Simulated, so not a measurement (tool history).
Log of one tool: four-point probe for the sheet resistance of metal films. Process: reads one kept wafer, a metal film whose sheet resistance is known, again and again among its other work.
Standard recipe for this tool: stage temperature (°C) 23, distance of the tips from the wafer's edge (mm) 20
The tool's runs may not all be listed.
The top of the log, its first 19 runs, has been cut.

| run | day | stage temperature (°C) | distance of the tips from the wafer's edge (mm) | sheet resistance as the instrument gives it (ohm/square) |
|---|---|---|---|---|
| 20 | 12.946 | 26 | 20 | 5.977069 |
| 21 | 13.846 | 26 | 20 | 5.977001 |
| 22 | 14.867 | 26 | 20 | 5.976621 |
|  | 14.971 | stage's thermometer calibrated |
| 23 | 15.533 | 20 | 5 | 6.196601 |
| 24 | 16.408 | 20 | 5 | 6.195070 |
| 25 | 17.225 | 21 | 25 | 5.996116 |
| 26 | 17.783 | 21 | 24 | 5.994710 |
| 27 | 18.442 | 21 | 24 | 5.997326 |
| 28 | 19.221 | 21 | 24 | 5.993718 |
| 29 | 19.812 | 21 | 24 | 5.999866 |
| 30 | 20.600 | 23 | 64 | 5.974047 |
|  | 20.808 | stage's thermometer calibrated, once more |
| 31 | 21.175 | 22 | 7 | 6.101407 |
| 32 | 21.938 | 22 | 7 | 6.100553 |
| 33 | 22.488 | 24 | 41 | 5.981835 |
| 34 | 23.104 | 24 | 41 | 5.983293 |
| 35 | 24.146 | 18 | 5 | 6.220424 |
| 36 | 24.675 | 31 | 5 | 6.139783 |
| 37 | 25.362 | 31 | 5 | 6.138943 |
| 38 | 26.238 | 32 | 50 | 5.935303 |
| 39 | 26.933 | 23 | 4 | 6.293754 |
| 40 | 27.438 | 23 | 4 | 6.294006 |

Each row is a separate what-if for the run after 40, all from the same tool condition, not one after another. Results?
| A | 27.983 | 29 | 16 | ? |
| B | 27.983 | 19 | 31 | ? |
| C | 27.983 | 26 | 18 | ? |
| D | 27.983 | 25 | 16 | ? |

| run | sheet resistance as the instrument gives it (ohm/square) |
|---|---|
| A | 5.969023 |
| B | 6.014336 |
| C | 5.984840 |
| D | 5.994241 |
The same runs, with their run-to-run variation unchanged, on a tool lacking any hidden condition would have given:
| run | sheet resistance as the instrument gives it (ohm/square) |
|---|---|
| A | 5.970090 |
| B | 6.015410 |
| C | 5.985910 |
| D | 5.995312 |
